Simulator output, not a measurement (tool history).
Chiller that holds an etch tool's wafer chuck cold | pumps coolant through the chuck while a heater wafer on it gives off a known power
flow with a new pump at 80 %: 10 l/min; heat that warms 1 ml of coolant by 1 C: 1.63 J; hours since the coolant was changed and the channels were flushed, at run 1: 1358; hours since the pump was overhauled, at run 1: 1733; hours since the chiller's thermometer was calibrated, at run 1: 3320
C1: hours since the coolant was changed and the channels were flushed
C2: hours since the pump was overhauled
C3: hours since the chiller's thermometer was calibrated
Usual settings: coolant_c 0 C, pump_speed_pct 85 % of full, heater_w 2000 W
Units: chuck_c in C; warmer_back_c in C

run 1 hour=0 | coolant_c=0 pump_speed_pct=85 heater_w=2000 | C1=1358 C2=1733 C3=3320 | chuck_c=17.1 warmer_back_c=7.09
run 2 hour=170.8 | coolant_c=0 pump_speed_pct=85 heater_w=2000 | C1=1529 C2=1904 C3=3491 | chuck_c=17.3 warmer_back_c=7.11
run 3 hour=352.5 | coolant_c=-9 pump_speed_pct=85 heater_w=2000 | C1=1710 C2=2086 C3=3673 | chuck_c=8.5 warmer_back_c=7.06
run 4 hour=446.5 | coolant_c=-9 pump_speed_pct=85 heater_w=2000 | C1=1804 C2=2180 C3=3767 | chuck_c=8.3 warmer_back_c=7.12
run 5 hour=575.3 | coolant_c=0 pump_speed_pct=85 heater_w=2000 | C1=1933 C2=2309 C3=3896 | chuck_c=17.6 warmer_back_c=7.13
run 6 hour=677.7 | coolant_c=0 pump_speed_pct=85 heater_w=2000 | C1=2036 C2=2411 C3=3998 | chuck_c=17.7 warmer_back_c=7.19
-- hour=693.5 chiller's thermometer calibrated
run 7 hour=770.2 | coolant_c=-7 pump_speed_pct=99 heater_w=2611 | C1=2127 C2=2502 C3=77 | chuck_c=13.6 warmer_back_c=7.94
run 8 hour=940.1 | coolant_c=0 pump_speed_pct=76 heater_w=2000 | C1=2297 C2=2672 C3=247 | chuck_c=19.6 warmer_back_c=8.14

Run 9 comes next. What will it give?
run 9 hour=1121.6 | coolant_c=-6 pump_speed_pct=71 heater_w=2686 | C1=2478 C2=2854 C3=428 | chuck_c=? warmer_back_c=?

{"run 9": {"chuck_c": 21.6, "warmer_back_c": 11.82}}
Without the tool's hidden state the same run would have given chuck_c 19 C, warmer_back_c 11.34 C.
